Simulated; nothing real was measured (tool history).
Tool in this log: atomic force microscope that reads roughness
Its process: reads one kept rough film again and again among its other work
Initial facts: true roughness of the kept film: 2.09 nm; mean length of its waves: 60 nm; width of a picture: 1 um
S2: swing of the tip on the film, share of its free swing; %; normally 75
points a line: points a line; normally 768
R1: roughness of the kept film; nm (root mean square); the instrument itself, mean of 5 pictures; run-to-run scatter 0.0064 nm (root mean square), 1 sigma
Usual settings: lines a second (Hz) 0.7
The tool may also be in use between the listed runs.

Run 1, hour 0: usual settings. Result: R1 1.916 nm (root mean square).
Run 2, hour 10.3: usual settings. Result: R1 1.906 nm (root mean square).
Run 3, hour 16.3: usual settings but lines a second (Hz) 1.398. Result: R1 1.819 nm (root mean square).
Run 4, hour 25.9: usual settings but lines a second (Hz) 1.398. Result: R1 1.806 nm (root mean square).
Run 5, hour 33.9: usual settings but lines a second (Hz) 1.398. Result: R1 1.814 nm (root mean square).
Run 6, hour 43.8: usual settings but lines a second (Hz) 1.925. Result: R1 1.73 nm (root mean square).
Run 7, hour 51.6: usual settings but lines a second (Hz) 3.886. Result: R1 1.523 nm (root mean square).
Run 8, hour 62.3: usual settings. Result: R1 1.916 nm (root mean square).
Run 9, hour 69.9: usual settings. Result: R1 1.916 nm (root mean square).
At hour 72.8: new tip fitted.
Run 10, hour 76.1: usual settings but lines a second (Hz) 0.752, S2 55 %. Result: R1 2.011 nm (root mean square).
Run 11, hour 83.5: usual settings but lines a second (Hz) 0.534, S2 73 %, points a line 526. Result: R1 1.949 nm (root mean square).
Run 12, hour 91.4: usual settings but lines a second (Hz) 0.829, S2 84 %, points a line 678. Result: R1 1.836 nm (root mean square).
Run 13, hour 97.1: usual settings but lines a second (Hz) 0.829, S2 84 %, points a line 678. Result: R1 1.836 nm (root mean square).
Run 14, hour 104.9: usual settings but lines a second (Hz) 0.829, S2 84 %, points a line 678. Result: R1 1.836 nm (root mean square).
Run 15, hour 110.2: usual settings but lines a second (Hz) 0.829, S2 84 %, points a line 678. Result: R1 1.832 nm (root mean square).
Run 16, hour 116.3: usual settings but lines a second (Hz) 2.574, S2 64 %, points a line 812. Result: R1 1.828 nm (root mean square).
Run 17, hour 126: usual settings but lines a second (Hz) 0.539. Result: R1 1.956 nm (root mean square).

Hidden state or all else? Some run-to-run changes of R1, split into what the settings, what came in and random variation would give without the hidden state, and what is left for the hidden state (with any gauge scatter that isn't in both results):
What the log doesn't record here: radius of the tip, nm; height scale over the true one, %; drift of the gauge itself on roughness_nm, %.
Run 7 -> 8: lines a second (Hz) 3.886 -> 0.7. R1 +0.393 nm (root mean square): hidden state -0.001, all else +0.394.
Run 9 -> 10: lines a second (Hz) 0.7 -> 0.752, S2 75 -> 55, new tip fitted. R1 +0.095 nm (root mean square): hidden state +0.007, all else +0.088.
